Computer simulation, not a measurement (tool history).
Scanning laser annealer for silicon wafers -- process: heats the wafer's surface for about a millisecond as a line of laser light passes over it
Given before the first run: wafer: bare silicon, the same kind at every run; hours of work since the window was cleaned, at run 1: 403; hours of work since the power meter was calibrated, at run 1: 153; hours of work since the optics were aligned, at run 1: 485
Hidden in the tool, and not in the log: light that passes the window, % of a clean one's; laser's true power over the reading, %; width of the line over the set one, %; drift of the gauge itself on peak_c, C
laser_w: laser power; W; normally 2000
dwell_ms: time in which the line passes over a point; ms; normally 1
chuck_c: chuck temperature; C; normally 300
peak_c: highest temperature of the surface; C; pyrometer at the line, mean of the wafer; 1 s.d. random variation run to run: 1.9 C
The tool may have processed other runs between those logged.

run   hour  laser_w  dwell_ms  chuck_c  hours of work since the window was cleaned  hours of work since the power meter was calibrated  hours of work since the optics were aligned  peak_c
  1      0     2000         1      300                                         403                                                 153                                          485    1086
  2    8.5     2000         1      300                                         408                                                 158                                          489    1085
  3   17.7     2000         1      300                                         413                                                 163                                          494    1084
  4   25.2     2000         1      277                                         416                                                 167                                          498    1061
  5   34.2     2000         1      277                                         421                                                 172                                          503    1060
  6     40     2000      1.16      277                                         424                                                 175                                          506    1134
  7   52.5     2000      1.08      300                                         431                                                 181                                          512    1121
  8   61.6     2000         1      303                                         436                                                 186                                          517    1086
  9   67.4     2000         1      300                                         439                                                 189                                          520    1084
 10   73.9     2000         1      335                                         442                                                 193                                          524    1118
 11   80.4     2000         1      335                                         446                                                 196                                          527    1117
 12   90.8     1779         1      300                                         451                                                 201                                          532     994
 13  101.8     1779         1      300                                         457                                                 207                                          538     992
 14  112.3     2186         1      300                                         462                                                 213                                          544    1154
 15  119.3     2186         1      300                                         466                                                 216                                          547    1156
 16  130.1     2186         1      300                                         472                                                 222                                          553    1152
 17  138.8     2000         1      300                                         476                                                 227                                          558    1082
 18  149.4     2000         1      300                                         482                                                 232                                          563    1079
 19  160.4     2000      1.22      300                                         488                                                 238                                          569    1179
     166.3  -- optics aligned, line set to its width
 20  171.9     2000      1.22      300                                         491                                                 242                                            3    1176
 21  180.6     1847       0.8      296                                         496                                                 246                                            8     924
 22  188.6     1837      1.05      324                                         500                                                 250                                           12    1058
     200.3  -- optics aligned, line set to its width, once more
 23  202.4     2069         1      283                                         505                                                 255                                            1    1096
 24  209.2     2150         1      271                                         508                                                 259                                            5    1119
 25  215.3     1702      0.92      300                                         512                                                 262                                            8     934
 26  224.6     1702      0.92      300                                         516                                                 267                                           13     933
 27  235.9     1880      0.84      288                                         522                                                 273                                           19     955
 28  244.4     2035      0.87      318                                         527                                                 277                                           23    1052
 29  256.6     2035      0.87      318                                         533                                                 284                                           30    1053
 30  263.4     2035      0.87      318                                         537                                                 287                                           33    1054
 31  273.1     2167      0.98      285                                         542                                                 292                                           38    1122
 32  278.3     1871      1.09      286                                         545                                                 295                                           41    1057
 33    290     1989      1.12      287                                         551                                                 301                                           47    1117
 34  295.3     2192      0.84      299                                         554                                                 304                                           50    1072
 35    306     2059         1      300                                         559                                                 310                                           56    1103
 36  318.6     2059      1.04      304                                         566                                                 316                                           62    1130
 37  328.7     1783      0.96      300                                         571                                                 322                                           68     975
 38  341.4     1783      0.96      300                                         578                                                 329                                           75     976
 39  352.2     1918      0.92      295                                         584                                                 334                                           80    1006
 40  357.8     2022         1      337                                         587                                                 337                                           83    1127

Across each entry between runs, compare the hidden state at the last listed run before it with the hidden state at the first listed run after it:
Logged between run 19 and run 20: optics aligned, line set to its width (hour 166.3)
  light that passes the window, % of a clean one's: 97.45 -> 97.43; width of the line over the set one, %: 2 -> 3.32
  measured result minus the result with no hidden state, peak_c: -33 -> -38 C
Logged between run 22 and run 23: optics aligned, line set to its width, once more (hour 200.3)
  light that passes the window, % of a clean one's: 97.39 -> 97.37; width of the line over the set one, %: 3.35 -> 0.13
  measured result minus the result with no hidden state, peak_c: -32 -> -25 C

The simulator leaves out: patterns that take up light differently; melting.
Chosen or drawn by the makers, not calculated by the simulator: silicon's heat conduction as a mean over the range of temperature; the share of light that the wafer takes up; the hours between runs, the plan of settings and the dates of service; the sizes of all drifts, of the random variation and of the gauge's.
